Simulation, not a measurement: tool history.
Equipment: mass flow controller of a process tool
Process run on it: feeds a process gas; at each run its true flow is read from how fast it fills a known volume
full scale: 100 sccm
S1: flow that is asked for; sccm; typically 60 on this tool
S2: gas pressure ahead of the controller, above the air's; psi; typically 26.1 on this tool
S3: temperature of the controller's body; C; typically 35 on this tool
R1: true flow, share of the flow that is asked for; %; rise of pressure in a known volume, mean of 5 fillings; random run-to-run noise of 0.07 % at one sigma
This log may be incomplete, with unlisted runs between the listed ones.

{"run": 1, "hour": 0.0, "S1": 60, "S2": 26.1, "S3": 35, "R1": 97.89}
{"run": 2, "hour": 399.1, "S1": 60, "S2": 26.1, "S3": 21, "R1": 98.44}
{"run": 3, "hour": 938.3, "S1": 60, "S2": 26.1, "S3": 21, "R1": 98.33}
{"run": 4, "hour": 1206.2, "S1": 60, "S2": 26.1, "S3": 21, "R1": 98.31}
{"run": 5, "hour": 1600.1, "S1": 60, "S2": 26.1, "S3": 21, "R1": 98.0}
{"run": 6, "hour": 2078.8, "S1": 60, "S2": 26.1, "S3": 21, "R1": 97.84}
{"run": 7, "hour": 2616.2, "S1": 60, "S2": 26.1, "S3": 21, "R1": 97.7}
{"run": 8, "hour": 3163.3, "S1": 60, "S2": 26.1, "S3": 21, "R1": 97.53}
{"run": 9, "hour": 3589.3, "S1": 24, "S2": 26.1, "S3": 35, "R1": 93.44}
{"run": 10, "hour": 3916.6, "S1": 24, "S2": 26.1, "S3": 35, "R1": 93.21}
{"run": 11, "hour": 4177.7, "S1": 24, "S2": 26.1, "S3": 35, "R1": 93.14}
{"run": 12, "hour": 4442.7, "S1": 60, "S2": 26.1, "S3": 35, "R1": 96.47}
{"run": 13, "hour": 4689.9, "S1": 65, "S2": 26.1, "S3": 35, "R1": 96.73}
{"run": 14, "hour": 5080.3, "S1": 60, "S2": 26.1, "S3": 35, "R1": 96.23}
{"run": 15, "hour": 5466.7, "S1": 60, "S2": 26.1, "S3": 35, "R1": 96.08}
{"run": 16, "hour": 5969.9, "S1": 60, "S2": 26.1, "S3": 35, "R1": 95.98}
{"run": 17, "hour": 6294.7, "S1": 60, "S2": 26.1, "S3": 35, "R1": 95.83}
{"run": 18, "hour": 6575.7, "S1": 60, "S2": 26.1, "S3": 35, "R1": 95.76}
{"run": 19, "hour": 7065.1, "S1": 60, "S2": 26.1, "S3": 35, "R1": 95.51}
{"run": 20, "hour": 7451.2, "S1": 60, "S2": 26.1, "S3": 35, "R1": 94.41}
{"run": 21, "hour": 7754.2, "S1": 60, "S2": 26.1, "S3": 35, "R1": 94.02}
{"run": 22, "hour": 8128.5, "S1": 60, "S2": 36.5, "S3": 35, "R1": 93.47}
{"run": 23, "hour": 8626.1, "S1": 60, "S2": 36.5, "S3": 32, "R1": 93.48}
{"run": 24, "hour": 9064.4, "S1": 60, "S2": 36.5, "S3": 32, "R1": 93.19}
{"run": 25, "hour": 9353.7, "S1": 60, "S2": 36.5, "S3": 32, "R1": 93.08}
{"run": 26, "hour": 9872.7, "S1": 55, "S2": 26.1, "S3": 30, "R1": 93.14}
{"run": 27, "hour": 10310.1, "S1": 21, "S2": 21.6, "S3": 27, "R1": 84.48}
{"run": 28, "hour": 10788.7, "S1": 21, "S2": 21.6, "S3": 27, "R1": 84.02}
{"run": 29, "hour": 11163.5, "S1": 21, "S2": 21.6, "S3": 27, "R1": 97.02}
{"run": 30, "hour": 11648.5, "S1": 41, "S2": 27.3, "S3": 27, "R1": 97.16}
{"run": 31, "hour": 11981.7, "S1": 41, "S2": 27.3, "S3": 27, "R1": 97.02}
{"run": 32, "hour": 12255.3, "S1": 29, "S2": 29.2, "S3": 39, "R1": 95.67}
{"run": 33, "hour": 12689.8, "S1": 70, "S2": 28.1, "S3": 21, "R1": 98.04}
{"run": 34, "hour": 12959.5, "S1": 17, "S2": 27.7, "S3": 22, "R1": 94.92}
{"run": 35, "hour": 13392.0, "S1": 27, "S2": 23.9, "S3": 34, "R1": 95.33}
{"run": 36, "hour": 13810.5, "S1": 21, "S2": 37.9, "S3": 33, "R1": 93.67}
{"run": 37, "hour": 14097.4, "S1": 42, "S2": 37.9, "S3": 30, "R1": 95.27}
{"run": 38, "hour": 14454.5, "S1": 42, "S2": 37.9, "S3": 30, "R1": 95.17}
{"run": 39, "hour": 15009.4, "S1": 45, "S2": 26.0, "S3": 22, "R1": 96.16}
{"run": 40, "hour": 15263.2, "S1": 45, "S2": 26.0, "S3": 22, "R1": 96.11}
{"run": 41, "hour": 15734.9, "S1": 60, "S2": 21.6, "S3": 24, "R1": 96.88}
{"run": 42, "hour": 16060.9, "S1": 60, "S2": 35.1, "S3": 38, "R1": 95.38}
{"run": 43, "hour": 16625.6, "S1": 79, "S2": 26.1, "S3": 20, "R1": 99.5}
{"run": 44, "hour": 16872.9, "S1": 40, "S2": 24.9, "S3": 29, "R1": 97.87}
{"run": 45, "hour": 17298.7, "S1": 40, "S2": 24.9, "S3": 29, "R1": 97.61}
{"run": 46, "hour": 17574.4, "S1": 23, "S2": 26.1, "S3": 35, "R1": 96.35}
{"run": 47, "hour": 17837.6, "S1": 11, "S2": 26.1, "S3": 35, "R1": 94.44}
{"run": 48, "hour": 18142.0, "S1": 11, "S2": 26.1, "S3": 35, "R1": 94.16}
{"run": 49, "hour": 18380.0, "S1": 11, "S2": 26.1, "S3": 35, "R1": 93.6}

Removed from this log: 3 entries logged between the listed runs. Between which two listed runs does each belong, and how does the tool's hidden state at the listed run before it compare with that at the listed run after it?
After run 19, before run 20: controller's zero set anew (hour 7412.7)
  flow at rest that the sensor doesn't see, % of full scale: -1.467 -> -2.233; true flow over the shown one, %: -0.51 -> -0.53
  measured less the result without the state, R1: -2.95 -> -4.26 %
After run 28, before run 29: controller's zero set anew, once more (hour 10869.7)
  flow at rest that the sensor doesn't see, % of full scale: -2.774 -> -0.055; true flow over the shown one, %: -0.74 -> -0.77
  measured less the result without the state, R1: -13.94 -> -1.02 %
After run 42, before run 43: controller exchanged for a calibrated one (hour 16356.0)
  flow at rest that the sensor doesn't see, % of full scale: -0.851 -> -0.061; true flow over the shown one, %: -1.08 -> -0.26
  measured less the result without the state, R1: -2.50 -> -0.34 %
